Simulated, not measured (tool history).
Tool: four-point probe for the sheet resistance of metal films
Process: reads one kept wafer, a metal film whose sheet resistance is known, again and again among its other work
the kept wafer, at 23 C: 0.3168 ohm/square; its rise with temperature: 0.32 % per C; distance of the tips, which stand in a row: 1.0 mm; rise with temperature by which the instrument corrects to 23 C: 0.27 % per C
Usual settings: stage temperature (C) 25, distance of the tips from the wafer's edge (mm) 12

run	hour	stage temperature (C)	distance of the tips from the wafer's edge (mm)	sheet resistance as the instrument gives it (ohm/square)
1	0.0	25	12	0.317798
2	18.4	19	12	0.316687
3	36.4	19	12	0.316509
4	73.7	25	12	0.317673
5	107.7	25	45	0.316453
6	124.2	25	45	0.316497
7	144.4	25	45	0.316507
8	177.2	25	12	0.317480
9	215.4	18	5	0.321798
10	246.7	32	8	0.320241
11	281.1	32	8	0.320166
12	318.8	32	8	0.320095
13	352.7	19	38	0.315104
14	374.3	18	12	0.316077
15	409.6	25	41	0.316194

3 ways to go on from here, each from the tool as it stands after run 15. What would each give?
A	444.1	35	43	?
B	444.1	25	6	?
C	444.1	25	15	?

run	sheet resistance as the instrument gives it (ohm/square)
A	0.317973
B	0.320777
C	0.316810
Without the tool's hidden state the same runs would have given:
run	sheet resistance as the instrument gives it (ohm/square)
A	0.319077
B	0.321889
C	0.317909
